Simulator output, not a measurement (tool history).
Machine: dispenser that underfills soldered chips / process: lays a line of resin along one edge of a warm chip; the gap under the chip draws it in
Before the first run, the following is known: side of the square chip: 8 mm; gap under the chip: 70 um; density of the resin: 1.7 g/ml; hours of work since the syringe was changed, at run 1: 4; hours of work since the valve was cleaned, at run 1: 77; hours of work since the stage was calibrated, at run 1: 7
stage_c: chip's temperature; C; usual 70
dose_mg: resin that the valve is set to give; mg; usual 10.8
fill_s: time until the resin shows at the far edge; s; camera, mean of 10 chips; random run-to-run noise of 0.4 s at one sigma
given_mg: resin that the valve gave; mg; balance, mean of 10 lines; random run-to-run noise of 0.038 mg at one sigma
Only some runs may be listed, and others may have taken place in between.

run,hour,stage_c,dose_mg,hours of work since the syringe was changed,hours of work since the valve was cleaned,hours of work since the stage was calibrated,fill_s,given_mg
1,0.0,70,10.8,4,77,7,36.5,10.20
2,4.1,70,10.8,7,80,10,45.2,10.28
# hour 6.1: new syringe of resin
3,11.7,70,10.8,4,85,15,36.0,10.14
# hour 17.8: new syringe of resin
4,20.2,70,10.8,2,91,21,29.3,10.18
5,27.7,70,10.5,7,96,26,45.5,9.89
# hour 29.4: new syringe of resin
6,34.6,70,10.5,4,101,31,35.7,9.79
# hour 41.1: new syringe of resin
7,42.6,70,10.5,1,106,36,29.4,9.72
# hour 46.2: dispensing valve cleaned and set on the balance
8,49.7,70,10.8,5,2,41,39.6,10.76
# hour 53.9: new syringe of resin
9,58.1,70,10.8,3,8,46,34.1,10.73
10,62.8,70,11.9,6,11,50,43.0,11.88
# hour 65.3: new syringe of resin
11,66.9,70,11.9,1,14,52,27.5,11.80
12,71.2,70,11.9,4,17,55,34.6,11.78
# hour 76.8: new syringe of resin
13,76.8,66,11.5,0,21,59,31.8,11.37
14,81.1,81,9.2,3,24,62,20.7,9.08
# hour 88.4: new syringe of resin
15,90.3,65,9.4,1,30,68,38.5,9.27
16,98.2,60,11.2,7,36,74,73.2,10.97
# hour 99.8: new syringe of resin
17,102.2,60,11.2,2,38,76,46.6,10.91
18,106.1,64,13.8,4,41,79,49.1,13.44
# hour 111.3: new syringe of resin
19,114.4,64,13.8,2,46,85,40.2,13.42
# hour 123.0: new syringe of resin
20,123.1,72,13.5,0,52,91,23.2,13.08
21,127.3,70,11.5,3,55,94,32.5,11.13

Across each entry between runs, compare the hidden state at the last listed run before it with the hidden state at the first listed run after it:
After run 2, before run 3: new syringe of resin (hour 6.1)
  resin's viscosity, % of fresh resin's: 169.6 -> 135.2; dose that the valve gives, % of what is set: 94.66 -> 94.34; true chip temperature over the reading, C: 0.15 -> 0.17
  the result without the hidden state subtracted from the measured one, fill_s: +18.6 -> +9.5 s; given_mg: -0.58 -> -0.61 mg
After run 3, before run 4: new syringe of resin (hour 17.8)
  resin's viscosity, % of fresh resin's: 135.2 -> 111.4; dose that the valve gives, % of what is set: 94.34 -> 93.97; true chip temperature over the reading, C: 0.17 -> 0.19
  the result without the hidden state subtracted from the measured one, fill_s: +9.5 -> +3.2 s; given_mg: -0.61 -> -0.65 mg
After run 5, before run 6: new syringe of resin (hour 29.4)
  resin's viscosity, % of fresh resin's: 169.5 -> 132.9; dose that the valve gives, % of what is set: 93.64 -> 93.34; true chip temperature over the reading, C: 0.21 -> 0.22
  the result without the hidden state subtracted from the measured one, fill_s: +18.9 -> +9.1 s; given_mg: -0.67 -> -0.70 mg
After run 6, before run 7: new syringe of resin (hour 41.1)
  resin's viscosity, % of fresh resin's: 132.9 -> 109; dose that the valve gives, % of what is set: 93.34 -> 93.03; true chip temperature over the reading, C: 0.22 -> 0.24
  the result without the hidden state subtracted from the measured one, fill_s: +9.1 -> +2.6 s; given_mg: -0.70 -> -0.74 mg
After run 7, before run 8: dispensing valve cleaned and set on the balance (hour 46.2)
  resin's viscosity, % of fresh resin's: 109 -> 152.9; dose that the valve gives, % of what is set: 93.03 -> 99.86; true chip temperature over the reading, C: 0.24 -> 0.26
  the result without the hidden state subtracted from the measured one, fill_s: +2.6 -> +13.4 s; given_mg: -0.74 -> -0.02 mg
After run 8, before run 9: new syringe of resin (hour 53.9)
  resin's viscosity, % of fresh resin's: 152.9 -> 128; dose that the valve gives, % of what is set: 99.86 -> 99.54; true chip temperature over the reading, C: 0.26 -> 0.28
  the result without the hidden state subtracted from the measured one, fill_s: +13.4 -> +7.1 s; given_mg: -0.02 -> -0.05 mg
After run 10, before run 11: new syringe of resin (hour 65.3)
  resin's viscosity, % of fresh resin's: 166.3 -> 107.3; dose that the valve gives, % of what is set: 99.35 -> 99.19; true chip temperature over the reading, C: 0.29 -> 0.3
  the result without the hidden state subtracted from the measured one, fill_s: +16.9 -> +1.5 s; given_mg: -0.08 -> -0.09 mg
After run 12, before run 13: new syringe of resin (hour 76.8)
  resin's viscosity, % of fresh resin's: 136.5 -> 101.4; dose that the valve gives, % of what is set: 99.01 -> 98.78; true chip temperature over the reading, C: 0.31 -> 0.32
  the result without the hidden state subtracted from the measured one, fill_s: +9.0 -> +0.0 s; given_mg: -0.12 -> -0.14 mg
After run 14, before run 15: new syringe of resin (hour 88.4)
  resin's viscosity, % of fresh resin's: 128.7 -> 110; dose that the valve gives, % of what is set: 98.6 -> 98.21; true chip temperature over the reading, C: 0.33 -> 0.35
  the result without the hidden state subtracted from the measured one, fill_s: +4.5 -> +3.1 s; given_mg: -0.13 -> -0.16 mg
After run 16, before run 17: new syringe of resin (hour 99.8)
  resin's viscosity, % of fresh resin's: 170.9 -> 113.1; dose that the valve gives, % of what is set: 97.87 -> 97.69; true chip temperature over the reading, C: 0.37 -> 0.38
  the result without the hidden state subtracted from the measured one, fill_s: +29.7 -> +4.8 s; given_mg: -0.23 -> -0.26 mg
After run 18, before run 19: new syringe of resin (hour 111.3)
  resin's viscosity, % of fresh resin's: 140.6 -> 119.4; dose that the valve gives, % of what is set: 97.53 -> 97.2; true chip temperature over the reading, C: 0.39 -> 0.41
  the result without the hidden state subtracted from the measured one, fill_s: +13.5 -> +5.9 s; given_mg: -0.34 -> -0.38 mg
After run 19, before run 20: new syringe of resin (hour 123.0)
  resin's viscosity, % of fresh resin's: 119.4 -> 99.7; dose that the valve gives, % of what is set: 97.2 -> 96.85; true chip temperature over the reading, C: 0.41 -> 0.43
  the result without the hidden state subtracted from the measured one, fill_s: +5.9 -> -0.5 s; given_mg: -0.38 -> -0.43 mg
